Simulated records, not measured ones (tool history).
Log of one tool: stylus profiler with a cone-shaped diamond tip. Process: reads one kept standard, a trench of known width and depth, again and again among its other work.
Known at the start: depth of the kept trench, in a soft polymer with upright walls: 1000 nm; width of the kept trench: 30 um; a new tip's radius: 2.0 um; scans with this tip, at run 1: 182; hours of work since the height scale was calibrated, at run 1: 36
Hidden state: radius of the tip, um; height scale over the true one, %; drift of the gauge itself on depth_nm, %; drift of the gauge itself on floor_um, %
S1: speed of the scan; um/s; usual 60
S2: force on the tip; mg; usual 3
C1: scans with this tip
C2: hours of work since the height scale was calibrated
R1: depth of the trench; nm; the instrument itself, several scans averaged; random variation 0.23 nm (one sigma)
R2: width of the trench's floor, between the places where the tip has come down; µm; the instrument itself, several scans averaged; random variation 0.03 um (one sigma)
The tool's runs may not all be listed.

| run | hour | S1 | S2 | C1 | C2 | R1 | R2 |
|---|---|---|---|---|---|---|---|
| 1 | 0 | 60 | 3 | 182 | 36 | 1008.26 | 26.24 |
| 2 | 10.7 | 60 | 3 | 215 | 43 | 1007.94 | 26.23 |
| 3 | 32.2 | 60 | 3.21 | 282 | 56 | 1008.61 | 26.26 |
| 4 | 42.8 | 60 | 3 | 315 | 63 | 1008.77 | 26.22 |
| 5 | 56.5 | 60 | 3 | 358 | 71 | 1008.19 | 26.22 |
| 6 | 70.8 | 60 | 3 | 403 | 80 | 1007.97 | 26.2 |
| 7 | 90.3 | 60 | 3 | 463 | 92 | 1008.1 | 26.28 |
| 8 | 103.3 | 60 | 3 | 504 | 101 | 1008.59 | 26.31 |
| 9 | 118.4 | 64 | 1.87 | 551 | 110 | 1006.32 | 26.12 |
| 10 | 134 | 150 | 1.07 | 599 | 120 | 1004.2 | 25.32 |
| 11 | 149.3 | 70 | 1.77 | 647 | 129 | 1005.92 | 26.09 |
| 12 | 164.1 | 70 | 1.77 | 693 | 138 | 1005.79 | 26.04 |
| 13 | 179.7 | 15 | 3 | 741 | 148 | 1008.19 | 26.44 |
| 14 | 194.5 | 15 | 3 | 788 | 157 | 1008.44 | 26.45 |
| 15 | 204.6 | 16 | 7.54 | 819 | 163 | 1015.25 | 26.5 |

Forecast each of these 4 alternatives for the next run:
| A | 223.6 | 16 | 2.01 | 878 | 175 | ? | ? |
| B | 223.6 | 15 | 2.4 | 878 | 175 | ? | ? |
| C | 223.6 | 16 | 6.84 | 878 | 175 | ? | ? |
| D | 223.6 | 18 | 4.57 | 878 | 175 | ? | ? |

| run | R1 | R2 |
|---|---|---|
| A | 1006.97 | 26.43 |
| B | 1006.87 | 26.46 |
| C | 1014.02 | 26.53 |
| D | 1010.87 | 26.46 |
Without the tool's hidden state the same runs would have given:
| run | R1 | R2 |
|---|---|---|
| A | 1006.96 | 26.43 |
| B | 1006.86 | 26.46 |
| C | 1014.02 | 26.53 |
| D | 1010.86 | 26.46 |
